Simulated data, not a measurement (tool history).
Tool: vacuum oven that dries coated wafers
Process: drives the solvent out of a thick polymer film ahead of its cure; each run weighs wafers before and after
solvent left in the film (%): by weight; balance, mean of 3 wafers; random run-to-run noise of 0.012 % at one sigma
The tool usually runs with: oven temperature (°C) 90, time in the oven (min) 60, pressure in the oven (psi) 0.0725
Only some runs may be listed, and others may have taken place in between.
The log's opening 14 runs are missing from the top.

| run | hour | oven temperature (°C) | time in the oven (min) | pressure in the oven (psi) | hours of work since the thermocouples were calibrated | hours of work since the vacuum gauge was cleaned of residue | solvent left in the film (%) |
|---|---|---|---|---|---|---|---|
| 15 | 192.9 | 90 | 30 | 0.0725 | 768 | 528 | 7.51 |
| 16 | 200.9 | 90 | 30 | 0.0725 | 774 | 534 | 7.51 |
| 17 | 214.9 | 77 | 48 | 0.1703 | 785 | 545 | 8.18 |
|  | 220.0 | oven's thermocouples calibrated |
| 18 | 226.2 | 83 | 30 | 0.2161 | 5 | 552 | 8.73 |
| 19 | 239.1 | 98 | 30 | 0.2161 | 15 | 562 | 5.80 |
| 20 | 250.4 | 98 | 30 | 0.2161 | 24 | 571 | 5.80 |
| 21 | 261.3 | 88 | 94 | 0.0395 | 32 | 580 | 2.06 |
| 22 | 269.2 | 85 | 94 | 0.0395 | 38 | 586 | 2.53 |
| 23 | 284.9 | 82 | 48 | 0.0570 | 51 | 598 | 6.45 |
| 24 | 304.0 | 82 | 85 | 0.0570 | 66 | 613 | 3.63 |
| 25 | 318.0 | 104 | 30 | 0.2209 | 77 | 624 | 4.66 |
| 26 | 335.0 | 95 | 34 | 0.0725 | 90 | 637 | 5.58 |
| 27 | 348.1 | 95 | 34 | 0.0725 | 100 | 647 | 5.55 |
| 28 | 364.3 | 75 | 58 | 0.0482 | 113 | 660 | 6.99 |

For run 29, what comes out?
| 29 | 377.0 | 90 | 60 | 0.0544 | 123 | 670 | ? |

Run 29 came out at solvent left in the film (%) 3.71.
With the hidden condition absent and the run-to-run variation left alone, this run would have shown solvent left in the film (%) 3.76.

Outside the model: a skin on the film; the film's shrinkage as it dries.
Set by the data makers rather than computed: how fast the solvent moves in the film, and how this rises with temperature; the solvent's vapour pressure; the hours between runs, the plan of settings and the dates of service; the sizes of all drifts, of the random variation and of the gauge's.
